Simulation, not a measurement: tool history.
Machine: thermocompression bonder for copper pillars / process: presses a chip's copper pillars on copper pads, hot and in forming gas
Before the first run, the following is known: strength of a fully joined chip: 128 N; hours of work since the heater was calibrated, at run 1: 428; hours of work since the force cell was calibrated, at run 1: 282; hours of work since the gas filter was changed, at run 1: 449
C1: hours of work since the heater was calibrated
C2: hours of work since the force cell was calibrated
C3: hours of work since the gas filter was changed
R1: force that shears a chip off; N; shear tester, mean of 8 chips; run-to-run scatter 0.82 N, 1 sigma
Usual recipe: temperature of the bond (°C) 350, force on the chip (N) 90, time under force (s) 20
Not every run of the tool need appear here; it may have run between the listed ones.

Run 1, day 0.000: usual settings; C1 428; C2 282; C3 449. Result: R1 62.9 N.
Run 2, day 0.988: usual settings; C1 441; C2 295; C3 462. Result: R1 59.8 N.
At day 1.612: forming gas filter changed.
Run 3, day 2.225: usual settings but time under force (s) 40; C1 457; C2 311; C3 8. Result: R1 82.9 N.
Run 4, day 2.892: usual settings but temperature of the bond (°C) 327; C1 466; C2 320; C3 17. Result: R1 57.6 N.
Run 5, day 4.042: usual settings but temperature of the bond (°C) 327; C1 481; C2 335; C3 32. Result: R1 59.9 N.
Run 6, day 4.958: usual settings but temperature of the bond (°C) 327; C1 493; C2 347; C3 44. Result: R1 57.9 N.
Run 7, day 5.658: usual settings but temperature of the bond (°C) 327; C1 503; C2 356; C3 53. Result: R1 56.5 N.
Run 8, day 6.192: usual settings but temperature of the bond (°C) 327; C1 510; C2 363; C3 60. Result: R1 57.9 N.
Run 9, day 7.258: usual settings but temperature of the bond (°C) 326, force on the chip (N) 88; C1 524; C2 377; C3 74. Result: R1 57.0 N.
Run 10, day 7.975: usual settings but temperature of the bond (°C) 332, force on the chip (N) 77; C1 533; C2 387; C3 84. Result: R1 52.9 N.
Run 11, day 9.271: usual settings but temperature of the bond (°C) 346, force on the chip (N) 65, time under force (s) 18; C1 550; C2 404; C3 101. Result: R1 49.6 N.
Run 12, day 10.088: usual settings but temperature of the bond (°C) 346, force on the chip (N) 65, time under force (s) 18; C1 561; C2 415; C3 111. Result: R1 48.9 N.
Run 13, day 11.017: usual settings but temperature of the bond (°C) 346, force on the chip (N) 65, time under force (s) 18; C1 573; C2 427; C3 124. Result: R1 49.1 N.
Run 14, day 11.638: usual settings but temperature of the bond (°C) 346, force on the chip (N) 65, time under force (s) 18; C1 581; C2 435; C3 132. Result: R1 48.2 N.
Run 15, day 12.954: usual settings but temperature of the bond (°C) 371, force on the chip (N) 65, time under force (s) 35; C1 599; C2 452; C3 149. Result: R1 71.3 N.
Run 16, day 13.771: usual settings but temperature of the bond (°C) 324, force on the chip (N) 102, time under force (s) 15; C1 609; C2 463; C3 160. Result: R1 54.9 N.

How the hidden state differs across the entries between the runs, from the last listed run before each to the first after it:
After run 2, before run 3: forming gas filter changed (day 1.612)
  true temperature of the bond over the reading, C: 3.6 -> 3.7; force that reaches the chip, % of what is set: 101.8 -> 101.9; oxide that the forming gas leaves, % of the face: 7.63 -> 0.66
  measured less the result without the state, R1: -2.5 -> +2.5 N
